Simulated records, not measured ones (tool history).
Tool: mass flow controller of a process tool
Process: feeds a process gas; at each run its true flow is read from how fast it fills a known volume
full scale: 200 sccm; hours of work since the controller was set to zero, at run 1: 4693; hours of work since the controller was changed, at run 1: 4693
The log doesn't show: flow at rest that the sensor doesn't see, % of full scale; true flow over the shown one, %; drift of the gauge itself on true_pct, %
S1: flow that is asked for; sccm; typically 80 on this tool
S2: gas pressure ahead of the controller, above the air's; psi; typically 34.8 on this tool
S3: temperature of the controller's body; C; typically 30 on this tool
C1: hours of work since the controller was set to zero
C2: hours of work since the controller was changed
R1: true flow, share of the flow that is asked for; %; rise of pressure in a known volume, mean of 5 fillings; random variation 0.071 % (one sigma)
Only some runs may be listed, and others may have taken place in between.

run,day,S1,S2,S3,C1,C2,R1
1,0.000,80,34.8,30,4693,4693,100.13
2,7.642,80,34.8,30,4759,4759,100.04
3,14.550,70,34.8,30,4819,4819,100.10
4,29.567,80,34.8,30,4949,4949,100.06
5,41.933,80,34.8,30,5056,5056,100.09
6,56.258,80,34.8,30,5180,5180,100.23
7,68.854,80,34.8,30,5289,5289,100.19
8,81.488,80,34.8,22,5399,5399,99.64
9,87.904,80,34.8,22,5454,5454,99.67
10,94.558,80,34.8,22,5512,5512,99.75
11,109.854,80,34.8,22,5644,5644,99.70
12,121.642,80,34.8,22,5746,5746,99.70
# day 122.642: controller's zero set anew
13,135.029,80,27.3,27,107,5862,99.96
14,143.504,46,21.8,33,181,5936,100.06
15,155.692,80,22.0,29,286,6041,99.70
16,163.554,80,22.0,28,354,6109,99.76
17,177.054,80,22.0,28,471,6226,99.90
18,185.196,80,24.2,36,542,6297,100.47
19,195.333,80,35.0,39,630,6384,101.09
20,207.275,73,22.9,28,733,6488,99.87
21,219.962,73,22.9,28,843,6598,99.84

The same runs without the tool's hidden state, with the same run-to-run variation:
run,R1
1,100.12
2,100.02
3,100.07
4,100.01
5,100.01
6,100.13
7,100.07
8,99.50
9,99.52
10,99.60
11,99.51
12,99.50
13,99.75
14,99.83
15,99.45
16,99.49
17,99.62
18,100.17
19,100.77
20,99.53
21,99.49
